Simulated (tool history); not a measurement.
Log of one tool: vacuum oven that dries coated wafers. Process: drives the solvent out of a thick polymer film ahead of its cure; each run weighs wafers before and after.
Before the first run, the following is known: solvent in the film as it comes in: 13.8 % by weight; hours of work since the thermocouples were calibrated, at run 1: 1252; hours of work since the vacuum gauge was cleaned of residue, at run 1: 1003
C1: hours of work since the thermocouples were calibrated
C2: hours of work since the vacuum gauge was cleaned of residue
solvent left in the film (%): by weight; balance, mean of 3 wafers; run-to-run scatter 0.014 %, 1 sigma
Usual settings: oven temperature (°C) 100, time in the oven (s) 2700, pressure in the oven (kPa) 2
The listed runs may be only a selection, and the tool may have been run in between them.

{"run": 1, "hour": 0.0, "oven temperature (°C)": 100, "time in the oven (s)": 2700, "pressure in the oven (kPa)": 2, "C1": 1252, "C2": 1003, "solvent left in the film (%)": 1.14}
{"run": 2, "hour": 64.1, "oven temperature (°C)": 100, "time in the oven (s)": 2700, "pressure in the oven (kPa)": 2, "C1": 1284, "C2": 1034, "solvent left in the film (%)": 1.14}
{"run": 3, "hour": 96.9, "oven temperature (°C)": 100, "time in the oven (s)": 2700, "pressure in the oven (kPa)": 2, "C1": 1300, "C2": 1050, "solvent left in the film (%)": 1.16}
{"run": 4, "hour": 159.1, "oven temperature (°C)": 100, "time in the oven (s)": 2700, "pressure in the oven (kPa)": 2, "C1": 1330, "C2": 1080, "solvent left in the film (%)": 1.11}
{"run": 5, "hour": 204.6, "oven temperature (°C)": 100, "time in the oven (s)": 2700, "pressure in the oven (kPa)": 2, "C1": 1352, "C2": 1103, "solvent left in the film (%)": 1.14}
{"run": 6, "hour": 257.4, "oven temperature (°C)": 100, "time in the oven (s)": 2700, "pressure in the oven (kPa)": 2, "C1": 1378, "C2": 1129, "solvent left in the film (%)": 1.15}
{"run": 7, "hour": 299.3, "oven temperature (°C)": 100, "time in the oven (s)": 2700, "pressure in the oven (kPa)": 2, "C1": 1399, "C2": 1149, "solvent left in the film (%)": 1.15}
{"run": 8, "hour": 364.9, "oven temperature (°C)": 100, "time in the oven (s)": 2700, "pressure in the oven (kPa)": 2, "C1": 1431, "C2": 1181, "solvent left in the film (%)": 1.16}
{"run": 9, "hour": 396.3, "oven temperature (°C)": 100, "time in the oven (s)": 2700, "pressure in the oven (kPa)": 2, "C1": 1446, "C2": 1196, "solvent left in the film (%)": 1.14}
{"hour": 437.7, "done": "oven's thermocouples calibrated"}
{"run": 10, "hour": 463.3, "oven temperature (°C)": 112, "time in the oven (s)": 1980, "pressure in the oven (kPa)": 2.98, "C1": 12, "C2": 1228, "solvent left in the film (%)": 0.89}
{"run": 11, "hour": 510.4, "oven temperature (°C)": 112, "time in the oven (s)": 1980, "pressure in the oven (kPa)": 2.98, "C1": 36, "C2": 1251, "solvent left in the film (%)": 0.87}
{"run": 12, "hour": 567.7, "oven temperature (°C)": 104, "time in the oven (s)": 2160, "pressure in the oven (kPa)": 7.44, "C1": 64, "C2": 1279, "solvent left in the film (%)": 2.83}
{"run": 13, "hour": 608.1, "oven temperature (°C)": 86, "time in the oven (s)": 2340, "pressure in the oven (kPa)": 1.35, "C1": 83, "C2": 1299, "solvent left in the film (%)": 4.21}
{"run": 14, "hour": 662.2, "oven temperature (°C)": 86, "time in the oven (s)": 4200, "pressure in the oven (kPa)": 1.2, "C1": 110, "C2": 1326, "solvent left in the film (%)": 2.2}
{"run": 15, "hour": 707.2, "oven temperature (°C)": 100, "time in the oven (s)": 3360, "pressure in the oven (kPa)": 2, "C1": 132, "C2": 1348, "solvent left in the film (%)": 1.03}
{"run": 16, "hour": 765.5, "oven temperature (°C)": 98, "time in the oven (s)": 2400, "pressure in the oven (kPa)": 1.66, "C1": 160, "C2": 1376, "solvent left in the film (%)": 1.49}
{"run": 17, "hour": 808.9, "oven temperature (°C)": 112, "time in the oven (s)": 2880, "pressure in the oven (kPa)": 3.25, "C1": 182, "C2": 1397, "solvent left in the film (%)": 0.9}
{"run": 18, "hour": 845.2, "oven temperature (°C)": 99, "time in the oven (s)": 2700, "pressure in the oven (kPa)": 2.96, "C1": 199, "C2": 1415, "solvent left in the film (%)": 1.66}

What would each run have given without the hidden state, its run-to-run variation left as it was?
Unlogged tool condition in this case: true wafer temperature over the reading, C; true pressure over the reading, kPa; drift of the gauge itself on solvent_pct, %.
run=1 solvent_left_in_the_film_(%)=1.13
run=2 solvent_left_in_the_film_(%)=1.13
run=3 solvent_left_in_the_film_(%)=1.15
run=4 solvent_left_in_the_film_(%)=1.1
run=5 solvent_left_in_the_film_(%)=1.13
run=6 solvent_left_in_the_film_(%)=1.14
run=7 solvent_left_in_the_film_(%)=1.14
run=8 solvent_left_in_the_film_(%)=1.15
run=9 solvent_left_in_the_film_(%)=1.13
run=10 solvent_left_in_the_film_(%)=0.83
run=11 solvent_left_in_the_film_(%)=0.82
run=12 solvent_left_in_the_film_(%)=2.79
run=13 solvent_left_in_the_film_(%)=4.16
run=14 solvent_left_in_the_film_(%)=2.1
run=15 solvent_left_in_the_film_(%)=0.95
run=16 solvent_left_in_the_film_(%)=1.43
run=17 solvent_left_in_the_film_(%)=0.84
run=18 solvent_left_in_the_film_(%)=1.6
